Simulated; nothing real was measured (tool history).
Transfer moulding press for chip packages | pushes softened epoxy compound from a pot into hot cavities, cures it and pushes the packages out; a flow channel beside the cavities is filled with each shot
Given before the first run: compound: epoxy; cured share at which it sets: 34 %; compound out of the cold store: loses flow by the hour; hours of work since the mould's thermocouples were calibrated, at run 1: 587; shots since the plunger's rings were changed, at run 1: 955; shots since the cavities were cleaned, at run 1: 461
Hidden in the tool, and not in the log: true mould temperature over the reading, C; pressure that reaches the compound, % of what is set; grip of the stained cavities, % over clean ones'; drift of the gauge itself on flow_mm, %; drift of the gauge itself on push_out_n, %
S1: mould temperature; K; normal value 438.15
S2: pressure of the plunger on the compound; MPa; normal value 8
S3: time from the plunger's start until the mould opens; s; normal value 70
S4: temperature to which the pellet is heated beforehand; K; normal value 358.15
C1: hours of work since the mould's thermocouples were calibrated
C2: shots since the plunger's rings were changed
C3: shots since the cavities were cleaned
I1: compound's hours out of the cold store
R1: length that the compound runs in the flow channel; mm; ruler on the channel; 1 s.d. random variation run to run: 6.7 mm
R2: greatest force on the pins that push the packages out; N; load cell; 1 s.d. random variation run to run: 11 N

| run | hour | S1 | S2 | S3 | S4 | C1 | C2 | C3 | I1 | R1 | R2 |
|---|---|---|---|---|---|---|---|---|---|---|---|
| 1 | 0 | 438.15 | 8 | 70 | 358.15 | 587 | 955 | 461 | 37.8 | 708 | 760 |
|  | 17.2 | cavities cleaned with cleaning compound and waxed |
| 2 | 29.2 | 438.15 | 8 | 70 | 358.15 | 601 | 1329 | 161 | 47.6 | 663 | 580 |
|  | 35.3 | mould's thermocouples calibrated |
| 3 | 49.3 | 438.15 | 8 | 70 | 358.15 | 7 | 1575 | 407 | 12.3 | 762 | 735 |
| 4 | 65.7 | 438.15 | 8 | 70 | 358.15 | 16 | 1796 | 628 | 39.2 | 688 | 736 |
|  | 69.9 | cavities cleaned with cleaning compound and waxed |
| 5 | 96.6 | 438.15 | 8 | 70 | 358.15 | 31 | 2193 | 361 | 35.7 | 686 | 662 |
|  | 122 | cavities cleaned with cleaning compound and waxed |
| 6 | 124.7 | 438.15 | 8 | 70 | 358.15 | 44 | 2553 | 37 | 36.5 | 690 | 490 |
| 7 | 147.9 | 438.15 | 8 | 70 | 358.15 | 56 | 2866 | 350 | 8.1 | 755 | 716 |
| 8 | 164 | 438.15 | 8 | 70 | 368.15 | 64 | 3084 | 568 | 46.2 | 650 | 671 |
|  | 172.4 | cavities cleaned with cleaning compound and waxed |
| 9 | 179.3 | 438.15 | 8 | 70 | 358.15 | 71 | 3271 | 94 | 38.6 | 681 | 503 |
| 10 | 204.3 | 433.15 | 8 | 70 | 358.15 | 84 | 3609 | 432 | 9.7 | 761 | 1055 |
|  | 220.2 | plunger's sealing rings changed |
|  | 225.9 | cavities cleaned with cleaning compound and waxed |
| 11 | 236.9 | 433.15 | 8 | 70 | 358.15 | 99 | 205 | 149 | 30.5 | 744 | 802 |
| 12 | 251 | 433.15 | 8 | 79 | 358.15 | 106 | 395 | 339 | 10.1 | 817 | 738 |
| 13 | 272.8 | 438.15 | 8 | 70 | 351.15 | 117 | 691 | 635 | 41.3 | 692 | 748 |
|  | 277.9 | cavities cleaned with cleaning compound and waxed |
| 14 | 298.9 | 438.15 | 6.68 | 70 | 351.15 | 130 | 1023 | 284 | 47.5 | 609 | 645 |
| 15 | 316.4 | 438.15 | 8 | 70 | 353.15 | 139 | 1259 | 520 | 30.8 | 731 | 729 |
|  | 330.1 | cavities cleaned with cleaning compound and waxed |
| 16 | 332.3 | 444.15 | 8.87 | 70 | 358.15 | 146 | 1454 | 29 | 35.1 | 722 | 384 |
| 17 | 361.9 | 444.15 | 8.87 | 70 | 358.15 | 161 | 1855 | 430 | 20.8 | 763 | 548 |
|  | 380.9 | cavities cleaned with cleaning compound and waxed |
| 18 | 385.6 | 440.15 | 9.87 | 66 | 358.15 | 173 | 2154 | 63 | 45.2 | 737 | 518 |
| 19 | 399.6 | 440.15 | 9.87 | 66 | 358.15 | 180 | 2343 | 252 | 33.7 | 767 | 611 |
| 20 | 414.8 | 445.15 | 6.3 | 93 | 360.15 | 188 | 2549 | 458 | 23.6 | 624 | 497 |
|  | 432.1 | cavities cleaned with cleaning compound and waxed |
| 21 | 435 | 438.15 | 9.93 | 58 | 349.15 | 197 | 2801 | 38 | 32.3 | 768 | 839 |
| 22 | 453.9 | 438.15 | 7.47 | 76 | 352.15 | 207 | 3057 | 294 | 9.1 | 732 | 576 |
|  | 484 | cavities cleaned with cleaning compound and waxed |
| 23 | 484 | 438.15 | 7.47 | 76 | 352.15 | 221 | 3444 | 0 | 45.8 | 624 | 426 |
| 24 | 500.9 | 438.15 | 7.47 | 76 | 352.15 | 230 | 3673 | 229 | 39.3 | 632 | 535 |
|  | 511.8 | plunger's sealing rings changed |
| 25 | 533 | 432.15 | 7.47 | 55 | 352.15 | 245 | 286 | 628 | 43.7 | 680 | 1908 |
|  | 536.8 | cavities cleaned with cleaning compound and waxed |
| 26 | 552.7 | 432.15 | 7.47 | 55 | 352.15 | 255 | 532 | 215 | 32.6 | 709 | 1577 |
| 27 | 571.3 | 432.15 | 7.47 | 55 | 352.15 | 264 | 783 | 466 | 43.2 | 678 | 1767 |
|  | 588.7 | cavities cleaned with cleaning compound and waxed |
| 28 | 602.9 | 432.15 | 7.47 | 55 | 352.15 | 280 | 1191 | 192 | 19.7 | 743 | 1666 |

Consider 4 possible next runs. They are alternatives, not a sequence: every one starts from the tool as it was left by run 28. What does each give?
| A | 625.3 | 442.15 | 7.51 | 58 | 358.15 | 291 | 1493 | 494 | 30.6 | ? | ? |
| B | 625.3 | 432.15 | 8.57 | 76 | 349.15 | 291 | 1493 | 494 | 13.7 | ? | ? |
| C | 625.3 | 438.15 | 6.4 | 89 | 358.15 | 291 | 1493 | 494 | 26.9 | ? | ? |
| D | 625.3 | 438.15 | 8.8 | 70 | 360.15 | 291 | 1493 | 494 | 15.3 | ? | ? |

| run | R1 | R2 |
|---|---|---|
| A | 684 | 868 |
| B | 809 | 1004 |
| C | 650 | 539 |
| D | 805 | 748 |
Without the tool's hidden state the same runs would have given:
| run | R1 | R2 |
|---|---|---|
| A | 703 | 555 |
| B | 831 | 632 |
| C | 668 | 359 |
| D | 828 | 476 |
